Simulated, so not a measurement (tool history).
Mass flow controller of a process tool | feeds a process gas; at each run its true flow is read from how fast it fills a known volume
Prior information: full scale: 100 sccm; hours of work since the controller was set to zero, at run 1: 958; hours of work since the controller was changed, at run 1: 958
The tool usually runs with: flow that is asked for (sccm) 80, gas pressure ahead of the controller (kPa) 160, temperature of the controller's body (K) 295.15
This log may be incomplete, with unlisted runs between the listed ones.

| run | hour | flow that is asked for (sccm) | gas pressure ahead of the controller (kPa) | temperature of the controller's body (K) | hours of work since the controller was set to zero | hours of work since the controller was changed | true flow (%) |
|---|---|---|---|---|---|---|---|
| 1 | 0 | 80 | 160 | 295.15 | 958 | 958 | 100.03 |
| 2 | 59.4 | 16 | 160 | 295.15 | 1003 | 1003 | 100.31 |
| 3 | 128.1 | 80 | 160 | 295.15 | 1056 | 1056 | 99.95 |
| 4 | 185.6 | 80 | 160 | 295.15 | 1099 | 1099 | 99.98 |
| 5 | 259.1 | 11 | 160 | 295.15 | 1155 | 1155 | 100.9 |
| 6 | 309.8 | 80 | 158 | 295.15 | 1193 | 1193 | 100.13 |
| 7 | 344.4 | 80 | 158 | 295.15 | 1220 | 1220 | 100.08 |
| 8 | 389.2 | 80 | 158 | 295.15 | 1254 | 1254 | 100.11 |
| 9 | 464.2 | 80 | 160 | 295.15 | 1311 | 1311 | 100.01 |
| 10 | 501 | 80 | 160 | 297.15 | 1338 | 1338 | 100.14 |
| 11 | 577.6 | 80 | 160 | 295.15 | 1397 | 1397 | 99.99 |
| 12 | 652.6 | 80 | 160 | 295.15 | 1453 | 1453 | 99.97 |
| 13 | 705.4 | 80 | 160 | 306.15 | 1494 | 1494 | 100.53 |
| 14 | 743.9 | 80 | 160 | 306.15 | 1523 | 1523 | 100.65 |
| 15 | 796.8 | 80 | 257 | 295.15 | 1563 | 1563 | 99.47 |
| 16 | 876.1 | 80 | 257 | 295.15 | 1623 | 1623 | 99.31 |
| 17 | 954.8 | 35 | 257 | 295.15 | 1683 | 1683 | 99.41 |
| 18 | 1006.1 | 35 | 253 | 295.15 | 1722 | 1722 | 99.33 |
| 19 | 1043.7 | 80 | 160 | 299.15 | 1750 | 1750 | 100.16 |
| 20 | 1105.1 | 15 | 160 | 295.15 | 1797 | 1797 | 100.78 |
| 21 | 1140.8 | 15 | 160 | 295.15 | 1824 | 1824 | 100.81 |
| 22 | 1187.5 | 80 | 235 | 295.15 | 1859 | 1859 | 99.5 |
| 23 | 1236.4 | 80 | 252 | 295.15 | 1896 | 1896 | 99.48 |
| 24 | 1273.5 | 61 | 252 | 297.15 | 1925 | 1925 | 99.38 |
| 25 | 1328.3 | 11 | 159 | 311.15 | 1966 | 1966 | 102.49 |
| 26 | 1384.3 | 11 | 173 | 304.15 | 2009 | 2009 | 101.96 |
| 27 | 1417.5 | 30 | 234 | 300.15 | 2034 | 2034 | 99.78 |
| 28 | 1458.5 | 80 | 272 | 310.15 | 2065 | 2065 | 99.81 |
| 29 | 1530.1 | 24 | 160 | 296.15 | 2119 | 2119 | 100.45 |
| 30 | 1606.2 | 14 | 160 | 296.15 | 2177 | 2177 | 101.23 |
| 31 | 1661.7 | 14 | 236 | 296.15 | 2219 | 2219 | 100.72 |
| 32 | 1724 | 80 | 245 | 295.15 | 2266 | 2266 | 99.31 |
| 33 | 1763.1 | 80 | 232 | 295.15 | 2296 | 2296 | 99.42 |
| 34 | 1803.6 | 80 | 232 | 295.15 | 2327 | 2327 | 99.42 |
| 35 | 1884.4 | 26 | 194 | 307.15 | 2388 | 2388 | 100.82 |
| 36 | 1963.9 | 80 | 160 | 294.15 | 2448 | 2448 | 99.9 |
| 37 | 2004.3 | 80 | 145 | 303.15 | 2479 | 2479 | 100.5 |
| 38 | 2081 | 80 | 145 | 303.15 | 2537 | 2537 | 100.43 |
| 39 | 2119.3 | 22 | 161 | 308.15 | 2566 | 2566 | 101.26 |
| 40 | 2180.5 | 22 | 161 | 308.15 | 2613 | 2613 | 101.24 |
| 41 | 2250.2 | 36 | 263 | 297.15 | 2666 | 2666 | 99.46 |
| 42 | 2321.5 | 80 | 160 | 296.15 | 2720 | 2720 | 99.78 |
| 43 | 2373.7 | 89 | 277 | 295.15 | 2759 | 2759 | 99.15 |

Each row is a separate what-if for the run after 43, all from the same tool condition, not one after another. Results?
| A | 2424.8 | 83 | 209 | 304.15 | 2798 | 2798 | ? |
| B | 2424.8 | 89 | 277 | 301.15 | 2798 | 2798 | ? |
| C | 2424.8 | 80 | 143 | 295.15 | 2798 | 2798 | ? |
| D | 2424.8 | 17 | 151 | 303.15 | 2798 | 2798 | ? |
| E | 2424.8 | 84 | 277 | 295.15 | 2798 | 2798 | ? |

| run | true flow (%) |
|---|---|
| A | 100.28 |
| B | 99.4 |
| C | 100.11 |
| D | 101.64 |
| E | 99.25 |
Stripped of hidden state, with their random variation kept, the same runs would have yielded:
| run | true flow (%) |
|---|---|
| A | 100.27 |
| B | 99.43 |
| C | 100.09 |
| D | 99.88 |
| E | 99.25 |
